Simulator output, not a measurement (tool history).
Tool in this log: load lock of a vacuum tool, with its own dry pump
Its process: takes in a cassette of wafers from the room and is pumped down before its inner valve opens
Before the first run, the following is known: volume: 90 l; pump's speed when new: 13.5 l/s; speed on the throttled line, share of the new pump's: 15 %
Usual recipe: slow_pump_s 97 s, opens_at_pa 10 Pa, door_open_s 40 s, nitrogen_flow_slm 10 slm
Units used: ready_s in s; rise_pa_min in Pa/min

run	hour	slow_pump_s	opens_at_pa	door_open_s	nitrogen_flow_slm	incoming humidity of the room's air, %	ready_s	rise_pa_min
1	0.0	97	10	40	10	48.0	150.0	0.066
2	245.7	97	10	40	10	45.0	151.2	0.067
3	709.2	97	10	40	30	43.4	151.3	0.060
4	1033.7	97	10	42	10	44.2	152.7	0.073
5	1303.3	97	10	40	10	42.5	153.4	0.079
6	1585.2	97	10	40	10	45.9	151.4	0.085
7	1867.8	97	10	40	10	45.8	151.3	0.088
8	2278.2	97	10	40	10	45.8	151.6	0.095
9	2747.9	52	10	40	10	40.3	114.5	0.100
10	3032.9	65	18	138	9	44.4	120.6	0.125
# hour 3165.9: dry pump taken out, an overhauled one fitted
11	3471.1	65	7	138	33	45.6	119.4	0.123
12	3900.9	97	18	29	10	41.9	140.6	0.125
13	4293.9	67	16	61	18	44.2	116.8	0.132
14	4875.1	67	16	61	18	44.3	115.8	0.142
15	5334.9	67	16	61	18	47.9	115.2	0.152

Alternative continuations, all from the tool just after run 15; predict every row:
A	5666.9	161	16	111	13	41.6	?	?
B	5666.9	67	16	54	6	45.1	?	?
C	5666.9	158	18	40	10	44.6	?	?
D	5666.9	120	10	31	16	44.5	?	?

run	ready_s	rise_pa_min
A	195.5	0.173
B	114.9	0.168
C	193.7	0.161
D	164.9	0.155
What these runs would have given with no unlogged condition in the tool:
run	ready_s	rise_pa_min
A	195.3	0.027
B	114.6	0.020
C	193.5	0.016
D	164.6	0.009
